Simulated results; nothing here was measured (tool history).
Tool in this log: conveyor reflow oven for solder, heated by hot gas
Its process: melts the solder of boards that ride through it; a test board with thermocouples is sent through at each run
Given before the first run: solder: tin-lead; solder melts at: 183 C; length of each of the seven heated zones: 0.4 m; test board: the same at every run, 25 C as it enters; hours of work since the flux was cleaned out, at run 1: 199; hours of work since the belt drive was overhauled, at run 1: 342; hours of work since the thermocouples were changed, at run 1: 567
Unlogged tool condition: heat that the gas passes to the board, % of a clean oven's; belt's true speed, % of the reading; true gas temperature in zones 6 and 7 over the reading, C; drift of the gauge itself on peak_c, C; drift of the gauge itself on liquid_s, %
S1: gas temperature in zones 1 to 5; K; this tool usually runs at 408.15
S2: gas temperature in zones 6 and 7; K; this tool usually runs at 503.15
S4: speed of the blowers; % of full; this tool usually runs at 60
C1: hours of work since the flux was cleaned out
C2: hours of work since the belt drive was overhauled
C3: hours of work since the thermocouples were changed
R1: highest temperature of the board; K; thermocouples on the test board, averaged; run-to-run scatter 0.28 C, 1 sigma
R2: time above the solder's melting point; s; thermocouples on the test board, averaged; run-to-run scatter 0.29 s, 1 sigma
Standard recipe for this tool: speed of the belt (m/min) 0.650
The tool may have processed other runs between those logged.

run 1 hour=0.0 | S1=408.15 S2=503.15 speed_of_the_belt_(m/min)=0.650 S4=60 | C1=199 C2=342 C3=567 | R1=487.05 R2=51.8
run 2 hour=36.4 | S1=408.15 S2=503.15 speed_of_the_belt_(m/min)=0.650 S4=60 | C1=220 C2=363 C3=588 | R1=486.65 R2=51.7
run 3 hour=64.7 | S1=408.15 S2=503.15 speed_of_the_belt_(m/min)=0.650 S4=60 | C1=236 C2=380 C3=604 | R1=487.15 R2=52.0
run 4 hour=103.3 | S1=408.15 S2=503.15 speed_of_the_belt_(m/min)=0.664 S4=60 | C1=258 C2=402 C3=627 | R1=485.95 R2=49.9
run 5 hour=138.9 | S1=408.15 S2=503.15 speed_of_the_belt_(m/min)=0.650 S4=51 | C1=279 C2=422 C3=647 | R1=484.85 R2=49.1
run 6 hour=197.0 | S1=408.15 S2=503.15 speed_of_the_belt_(m/min)=0.648 S4=60 | C1=312 C2=456 C3=680 | R1=486.65 R2=51.7
run 7 hour=243.1 | S1=408.15 S2=503.15 speed_of_the_belt_(m/min)=0.650 S4=60 | C1=339 C2=482 C3=707 | R1=486.95 R2=51.5
-- hour=269.3 flux residue cleaned out of gas plates and filters
-- hour=302.0 thermocouples of zones 6 and 7 changed
run 8 hour=308.5 | S1=408.15 S2=503.15 speed_of_the_belt_(m/min)=0.650 S4=60 | C1=21 C2=516 C3=4 | R1=486.85 R2=50.9
run 9 hour=333.6 | S1=408.15 S2=503.15 speed_of_the_belt_(m/min)=0.650 S4=60 | C1=36 C2=530 C3=18 | R1=487.15 R2=51.9
run 10 hour=378.8 | S1=408.15 S2=503.15 speed_of_the_belt_(m/min)=0.650 S4=60 | C1=62 C2=556 C3=44 | R1=486.75 R2=51.2
run 11 hour=430.7 | S1=408.15 S2=503.15 speed_of_the_belt_(m/min)=0.553 S4=60 | C1=92 C2=586 C3=74 | R1=491.55 R2=66.2
run 12 hour=485.7 | S1=408.15 S2=503.15 speed_of_the_belt_(m/min)=0.650 S4=60 | C1=123 C2=618 C3=106 | R1=486.75 R2=51.3
run 13 hour=511.8 | S1=408.15 S2=503.15 speed_of_the_belt_(m/min)=0.650 S4=60 | C1=138 C2=633 C3=121 | R1=486.95 R2=51.6
run 14 hour=566.0 | S1=408.15 S2=503.15 speed_of_the_belt_(m/min)=0.650 S4=60 | C1=169 C2=664 C3=152 | R1=486.55 R2=51.3
run 15 hour=609.3 | S1=408.15 S2=503.15 speed_of_the_belt_(m/min)=0.650 S4=60 | C1=194 C2=689 C3=177 | R1=486.55 R2=51.5
run 16 hour=637.0 | S1=408.15 S2=507.15 speed_of_the_belt_(m/min)=0.650 S4=60 | C1=210 C2=704 C3=192 | R1=490.55 R2=54.4
run 17 hour=662.1 | S1=408.15 S2=509.15 speed_of_the_belt_(m/min)=0.650 S4=51 | C1=225 C2=719 C3=207 | R1=490.05 R2=53.7
run 18 hour=699.6 | S1=408.15 S2=509.15 speed_of_the_belt_(m/min)=0.650 S4=51 | C1=246 C2=740 C3=228 | R1=490.05 R2=53.0
run 19 hour=733.9 | S1=408.15 S2=499.15 speed_of_the_belt_(m/min)=0.737 S4=60 | C1=266 C2=760 C3=248 | R1=479.35 R2=38.4

Predict the results of run 20:
run 20 hour=759.4 | S1=408.15 S2=499.15 speed_of_the_belt_(m/min)=0.650 S4=60 | C1=281 C2=775 C3=263 | R1=? R2=?

R1: 483.05 K
R2: 48.8 s
Were there no unlogged condition in the tool, this run, its random variation unchanged, would have produced R1 483.05 K, R2 48.8 s.

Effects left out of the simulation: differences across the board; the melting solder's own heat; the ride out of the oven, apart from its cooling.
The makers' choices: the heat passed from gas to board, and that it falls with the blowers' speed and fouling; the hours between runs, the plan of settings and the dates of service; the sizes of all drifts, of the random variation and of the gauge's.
